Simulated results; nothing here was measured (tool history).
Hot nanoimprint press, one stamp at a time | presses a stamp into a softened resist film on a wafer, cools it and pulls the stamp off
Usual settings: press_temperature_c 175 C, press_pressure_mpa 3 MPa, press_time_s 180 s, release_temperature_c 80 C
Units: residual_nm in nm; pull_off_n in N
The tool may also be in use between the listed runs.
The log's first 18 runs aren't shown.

run,hour,press_temperature_c,press_pressure_mpa,press_time_s,release_temperature_c,hours of work since the thermocouple was calibrated,imprints on the stamp's release coat,hours of work since the press's seals were changed,residual_nm,pull_off_n
19,276.6,175,3,97,80,396,73,51,277.4,209
20,298.3,175,3,97,80,411,163,65,278,225
21,313.9,186,2.7,110,85,422,227,76,212.4,202
22,333.4,181,2.65,180,80,435,307,89,204.6,234
23,344.1,169,3,180,80,442,351,96,273.6,230
24,359.5,182,3,328,68,453,414,107,150,266
25,370.9,182,3,328,68,460,461,115,151.2,262
26,383.3,177,4.13,180,75,469,512,123,192.7,257
27,404.6,175,4.46,177,80,483,600,137,199.6,235
28,418.7,186,3.84,180,80,493,658,147,153.2,233
29,434.8,186,3.84,180,80,504,724,158,152,245
30,448.8,186,3.84,180,80,513,782,167,152.3,241

Forecast each of these 4 alternatives for the next run:
A,459.4,186,3.84,180,73,520,825,175,?,?
B,459.4,182,3.84,180,85,520,825,175,?,?
C,459.4,175,3,180,71,520,825,175,?,?
D,459.4,169,3.84,180,72,520,825,175,?,?

run,residual_nm,pull_off_n
A,151,263
B,170.9,232
C,231.6,288
D,252.3,277
Without the tool's hidden state the same runs would have given:
run,residual_nm,pull_off_n
A,145.3,225
B,164.3,198
C,223.5,247
D,243.3,237
